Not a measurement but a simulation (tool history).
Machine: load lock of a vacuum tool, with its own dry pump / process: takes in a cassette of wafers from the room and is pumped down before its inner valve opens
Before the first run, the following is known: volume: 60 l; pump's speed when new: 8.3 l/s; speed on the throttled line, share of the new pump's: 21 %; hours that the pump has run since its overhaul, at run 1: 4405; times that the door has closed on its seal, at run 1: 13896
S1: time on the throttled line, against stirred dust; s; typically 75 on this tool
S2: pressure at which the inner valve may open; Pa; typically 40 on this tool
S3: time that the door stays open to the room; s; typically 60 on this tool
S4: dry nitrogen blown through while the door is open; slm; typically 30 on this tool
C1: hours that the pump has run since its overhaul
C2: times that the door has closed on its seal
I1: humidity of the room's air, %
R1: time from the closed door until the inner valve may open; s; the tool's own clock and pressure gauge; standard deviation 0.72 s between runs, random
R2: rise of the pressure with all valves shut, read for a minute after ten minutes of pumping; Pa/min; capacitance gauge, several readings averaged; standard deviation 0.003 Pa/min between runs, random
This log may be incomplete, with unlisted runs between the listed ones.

run 1 day=0 | S1=75 S2=40 S3=60 S4=30 | C1=4405 C2=13896 | I1=43.5 | R1=117.4 R2=0.087
run 2 day=2.95 | S1=75 S2=40 S3=60 S4=30 | C1=4476 C2=14224 | I1=44.9 | R1=117.2 R2=0.085
run 3 day=5.192 | S1=75 S2=40 S3=60 S4=30 | C1=4530 C2=14474 | I1=43.3 | R1=118.7 R2=0.092
run 4 day=7.717 | S1=75 S2=44 S3=60 S4=30 | C1=4591 C2=14756 | I1=48.6 | R1=118.1 R2=0.095
run 5 day=11.146 | S1=75 S2=44 S3=60 S4=30 | C1=4673 C2=15138 | I1=44.8 | R1=118.8 R2=0.098
run 6 day=13.767 | S1=75 S2=44 S3=60 S4=30 | C1=4736 C2=15430 | I1=43.1 | R1=117.5 R2=0.1
run 7 day=16.792 | S1=75 S2=44 S3=60 S4=30 | C1=4808 C2=15767 | I1=42.4 | R1=118.7 R2=0.11
run 8 day=20.038 | S1=75 S2=44 S3=60 S4=30 | C1=4886 C2=16129 | I1=44.2 | R1=118.2 R2=0.109
run 9 day=22.879 | S1=75 S2=44 S3=60 S4=30 | C1=4954 C2=16446 | I1=46 | R1=116.2 R2=0.113
run 10 day=27.129 | S1=75 S2=40 S3=60 S4=11 | C1=5056 C2=16920 | I1=44.8 | R1=118.6 R2=0.125
run 11 day=29.779 | S1=75 S2=40 S3=60 S4=11 | C1=5120 C2=17215 | I1=44.6 | R1=119.2 R2=0.123
run 12 day=33.8 | S1=75 S2=40 S3=60 S4=30 | C1=5217 C2=17663 | I1=42 | R1=118 R2=0.116
run 13 day=38.367 | S1=75 S2=40 S3=60 S4=30 | C1=5326 C2=18173 | I1=47.3 | R1=118.8 R2=0.133
run 14 day=42.217 | S1=75 S2=40 S3=60 S4=30 | C1=5419 C2=18601 | I1=45.7 | R1=119.1 R2=0.131
run 15 day=44.146 | S1=75 S2=40 S3=60 S4=18 | C1=5465 C2=18817 | I1=46.3 | R1=119.8 R2=0.139
run 16 day=48.767 | S1=75 S2=52 S3=60 S4=18 | C1=5576 C2=19332 | I1=42.8 | R1=117.2 R2=0.14
run 17 day=52.162 | S1=75 S2=70 S3=60 S4=30 | C1=5657 C2=19710 | I1=44 | R1=114.2 R2=0.133
run 18 day=55.996 | S1=75 S2=70 S3=60 S4=30 | C1=5749 C2=20138 | I1=47.6 | R1=114.7 R2=0.144
run 19 day=60.429 | S1=75 S2=70 S3=60 S4=30 | C1=5856 C2=20632 | I1=45.7 | R1=114.6 R2=0.146
run 20 day=64.179 | S1=69 S2=67 S3=64 S4=9 | C1=5946 C2=21050 | I1=45.5 | R1=110.6 R2=0.166
run 21 day=68.596 | S1=47 S2=40 S3=31 S4=30 | C1=6052 C2=21542 | I1=44 | R1=97.5 R2=0.148
run 22 day=71.9 | S1=75 S2=38 S3=60 S4=45 | C1=6131 C2=21910 | I1=44.9 | R1=118.3 R2=0.159
run 23 day=75.85 | S1=75 S2=36 S3=27 S4=45 | C1=6226 C2=22350 | I1=49.2 | R1=119.9 R2=0.152
run 24 day=78.783 | S1=138 S2=40 S3=60 S4=14 | C1=6296 C2=22677 | I1=46.9 | R1=167.9 R2=0.178
run 25 day=81.812 | S1=138 S2=40 S3=60 S4=14 | C1=6369 C2=23015 | I1=43.8 | R1=166.5 R2=0.178
run 26 day=84.542 | S1=138 S2=40 S3=60 S4=14 | C1=6434 C2=23319 | I1=43.5 | R1=168.3 R2=0.179
run 27 day=87.708 | S1=46 S2=40 S3=42 S4=30 | C1=6510 C2=23673 | I1=43 | R1=97.3 R2=0.177
run 28 day=92.196 | S1=46 S2=40 S3=42 S4=30 | C1=6618 C2=24173 | I1=46.4 | R1=97 R2=0.182
run 29 day=94.908 | S1=39 S2=40 S3=133 S4=30 | C1=6683 C2=24475 | I1=43.9 | R1=91.1 R2=0.192
run 30 day=98.775 | S1=58 S2=40 S3=38 S4=9 | C1=6776 C2=24906 | I1=42.5 | R1=105.9 R2=0.197
run 31 day=101.221 | S1=58 S2=40 S3=38 S4=9 | C1=6835 C2=25179 | I1=43.8 | R1=106.9 R2=0.202
run 32 day=103.883 | S1=58 S2=40 S3=45 S4=9 | C1=6899 C2=25475 | I1=45.1 | R1=106.8 R2=0.209
run 33 day=106.55 | S1=58 S2=40 S3=45 S4=9 | C1=6963 C2=25773 | I1=44.6 | R1=106.6 R2=0.209
run 34 day=111.112 | S1=147 S2=52 S3=35 S4=30 | C1=7072 C2=26281 | I1=47.2 | R1=173.1 R2=0.206
run 35 day=115.221 | S1=147 S2=52 S3=35 S4=30 | C1=7171 C2=26739 | I1=43.7 | R1=170.5 R2=0.208
run 36 day=117.175 | S1=147 S2=52 S3=35 S4=30 | C1=7218 C2=26957 | I1=43.5 | R1=174.6 R2=0.215
run 37 day=120.158 | S1=121 S2=30 S3=228 S4=13 | C1=7289 C2=27289 | I1=46.7 | R1=157.9 R2=0.269
run 38 day=123.312 | S1=131 S2=28 S3=157 S4=30 | C1=7365 C2=27641 | I1=45 | R1=165.8 R2=0.234

3 options for the next run, each taken on its own from the tool as it stands now. Forecast them:
run A day=125.283 | S1=131 S2=28 S3=230 S4=30 | C1=7412 C2=27861 | I1=46.2 | R1=? R2=?
run B day=125.283 | S1=131 S2=76 S3=119 S4=30 | C1=7412 C2=27861 | I1=47.8 | R1=? R2=?
run C day=125.283 | S1=131 S2=49 S3=39 S4=30 | C1=7412 C2=27861 | I1=46.2 | R1=? R2=?

run=A R1=166.9 R2=0.247
run=B R1=159.8 R2=0.236
run=C R1=160.3 R2=0.221
What these runs would have given with no unlogged condition in the tool:
run=A R1=164.5 R2=0.04
run=B R1=157.9 R2=0.028
run=C R1=158.2 R2=0.015

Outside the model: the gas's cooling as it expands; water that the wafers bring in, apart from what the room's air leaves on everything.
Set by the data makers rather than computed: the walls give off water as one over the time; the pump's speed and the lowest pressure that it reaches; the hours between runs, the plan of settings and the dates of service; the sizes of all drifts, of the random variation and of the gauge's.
